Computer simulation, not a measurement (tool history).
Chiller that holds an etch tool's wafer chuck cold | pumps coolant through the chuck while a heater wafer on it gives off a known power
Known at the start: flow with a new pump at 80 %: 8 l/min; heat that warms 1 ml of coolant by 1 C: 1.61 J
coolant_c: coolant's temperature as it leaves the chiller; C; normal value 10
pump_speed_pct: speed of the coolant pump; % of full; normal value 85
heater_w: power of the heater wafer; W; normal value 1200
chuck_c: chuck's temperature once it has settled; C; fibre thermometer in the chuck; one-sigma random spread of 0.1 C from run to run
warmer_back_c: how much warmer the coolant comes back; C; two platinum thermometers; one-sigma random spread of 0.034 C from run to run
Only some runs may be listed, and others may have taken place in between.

run	hour	coolant_c	pump_speed_pct	heater_w	chuck_c	warmer_back_c
1	0	10	85	1200	19.2	5.34
2	57.3	10	85	1200	19.4	5.32
3	136.9	10	85	1200	19.1	5.31
4	200.4	10	85	1200	19.3	5.33
# hour 208.7: chiller's thermometer calibrated
5	241.4	10	85	1200	19.2	5.26
6	284.1	10	85	1200	19.4	5.31
7	360.1	10	85	1200	19.5	5.37
# hour 426.1: chiller's thermometer calibrated, once more
8	434.5	10	75	1200	20.5	6.12
9	519.7	8	85	674	13.4	2.91
10	564.9	0	79	1088	9.1	5.24
11	649.8	19	61	940	29	5.95
12	715	1	75	818	8.4	4.15
13	802.6	6	75	1080	15.5	5.5
14	889.1	6	70	1080	16.2	5.86

3 options for the next run, each taken on its own from the tool as it stands now. Forecast them:
A	935	10	90	1200	?	?
B	935	14	70	1080	?	?
C	935	9	70	1080	?	?

run	chuck_c	warmer_back_c
A	19.2	4.97
B	24.1	5.92
C	19.2	5.92
Take away the tool's hidden state, keep each run's random variation, and the runs would have read:
run	chuck_c	warmer_back_c
A	18.7	4.86
B	23.5	5.8
C	18.7	5.8
